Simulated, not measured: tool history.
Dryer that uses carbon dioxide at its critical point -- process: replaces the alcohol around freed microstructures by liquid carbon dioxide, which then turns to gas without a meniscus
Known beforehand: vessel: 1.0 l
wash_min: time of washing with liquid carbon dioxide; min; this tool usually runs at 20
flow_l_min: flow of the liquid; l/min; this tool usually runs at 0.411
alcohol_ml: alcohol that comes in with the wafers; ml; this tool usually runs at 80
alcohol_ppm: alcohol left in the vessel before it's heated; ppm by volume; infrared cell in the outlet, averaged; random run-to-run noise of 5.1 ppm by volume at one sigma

run,hour,wash_min,flow_l_min,alcohol_ml,alcohol_ppm
1,0.0,20,0.411,80,125
2,10.3,20,0.411,80,112
3,16.1,20,0.411,80,112
4,21.0,20,0.411,80,112
5,31.5,20,0.411,80,127
6,42.3,20,0.411,80,130
7,50.5,20,0.411,80,129
8,55.2,20,0.621,80,66
9,64.3,20,0.411,80,114
10,72.9,20,0.411,80,116
11,82.7,20,0.627,80,74
12,88.9,20,0.629,80,66
13,98.4,20,0.629,80,80
14,105.6,20,0.629,80,76
15,115.1,18,0.629,80,82
16,124.8,18,0.629,80,78
17,130.4,18,0.629,80,77
18,137.7,18,0.629,80,79
19,142.5,20,0.307,80,479
20,152.4,20,0.307,80,485
21,159.6,23,0.340,59,154
22,167.9,18,0.510,59,103
23,177.5,15,0.562,80,128
24,185.5,15,0.562,80,124
25,195.6,20,0.441,80,117
26,205.8,20,0.441,80,120
27,215.0,16,0.401,100,481
28,223.3,16,0.401,100,478
29,232.3,30,0.251,97,268
30,239.1,17,0.340,80,656
31,248.5,20,0.295,27,274
32,257.8,20,0.591,27,93
33,266.6,23,0.299,80,339
34,275.4,23,0.299,80,347
35,280.6,23,0.299,80,334
36,288.3,23,0.299,80,341
37,297.0,23,0.299,80,333

Measured less the same run without the tool's hidden state. The same run-to-run variation is in both; the gauge's scatter may not be:
The hidden state here: flow that reaches the vessel past the clogged filter, %; alcohol in the recycled carbon dioxide, ppm; drift of the gauge itself on alcohol_ppm, %.
run,alcohol_ppm
1,+62
2,+62
3,+64
4,+63
5,+66
6,+68
7,+67
8,+61
9,+70
10,+73
11,+64
12,+66
13,+66
14,+69
15,+70
16,+71
17,+73
18,+69
19,+133
20,+136
21,+89
22,+80
23,+89
24,+87
25,+87
26,+91
27,+161
28,+161
29,+126
30,+190
31,+122
32,+87
33,+147
34,+144
35,+146
36,+149
37,+146
